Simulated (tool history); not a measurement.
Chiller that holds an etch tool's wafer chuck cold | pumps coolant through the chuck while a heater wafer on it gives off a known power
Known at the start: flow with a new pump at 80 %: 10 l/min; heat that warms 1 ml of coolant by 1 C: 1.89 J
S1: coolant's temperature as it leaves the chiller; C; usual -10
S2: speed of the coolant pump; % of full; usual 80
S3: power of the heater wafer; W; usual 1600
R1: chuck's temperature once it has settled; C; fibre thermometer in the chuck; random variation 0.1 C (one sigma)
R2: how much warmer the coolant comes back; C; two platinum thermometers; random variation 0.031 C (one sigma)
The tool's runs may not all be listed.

Run 1, hour 0.0: usual settings. Result: R1 6.6 C, R2 5.07 C.
Run 2, hour 151.5: usual settings. Result: R1 6.4 C, R2 5.10 C.
Run 3, hour 269.5: usual settings. Result: R1 6.4 C, R2 5.00 C.
At hour 338.2: coolant changed, channels flushed.
Run 4, hour 467.0: usual settings but S3 1769 W. Result: R1 8.2 C, R2 5.61 C.
Run 5, hour 576.1: usual settings. Result: R1 6.4 C, R2 5.04 C.
Run 6, hour 673.2: usual settings. Result: R1 6.5 C, R2 5.10 C.
Run 7, hour 756.7: usual settings. Result: R1 6.5 C, R2 5.13 C.
Run 8, hour 859.7: usual settings. Result: R1 6.3 C, R2 5.03 C.
Run 9, hour 978.5: usual settings but S3 1445 W. Result: R1 5.1 C, R2 4.57 C.
Run 10, hour 1111.0: usual settings but S3 1445 W. Result: R1 4.9 C, R2 4.62 C.
Run 11, hour 1261.8: usual settings. Result: R1 6.4 C, R2 5.11 C.
Run 12, hour 1399.3: usual settings. Result: R1 6.4 C, R2 5.08 C.
At hour 1429.6: chiller's thermometer calibrated.
Run 13, hour 1547.7: usual settings. Result: R1 6.3 C, R2 5.13 C.
Run 14, hour 1724.3: usual settings but S3 1171 W. Result: R1 2.0 C, R2 3.79 C.
Run 15, hour 1853.4: usual settings but S3 1171 W. Result: R1 2.1 C, R2 3.71 C.
Run 16, hour 1981.5: usual settings but S3 1171 W. Result: R1 2.1 C, R2 3.75 C.
Run 17, hour 2135.5: usual settings but S3 1277 W. Result: R1 3.1 C, R2 4.06 C.
Run 18, hour 2277.2: usual settings but S2 75 % of full, S3 1775 W. Result: R1 9.2 C, R2 6.07 C.

Forecast run 19:
Run 19, hour 2426.8: usual settings but S1 -14 C, S2 93 % of full, S3 1947 W. Result: R1 ?, R2 ?.

{"run 19": {"R1": 4.0, "R2": 5.25}}
Without the tool's hidden state the same run would have given R1 4.0 C, R2 5.24 C.

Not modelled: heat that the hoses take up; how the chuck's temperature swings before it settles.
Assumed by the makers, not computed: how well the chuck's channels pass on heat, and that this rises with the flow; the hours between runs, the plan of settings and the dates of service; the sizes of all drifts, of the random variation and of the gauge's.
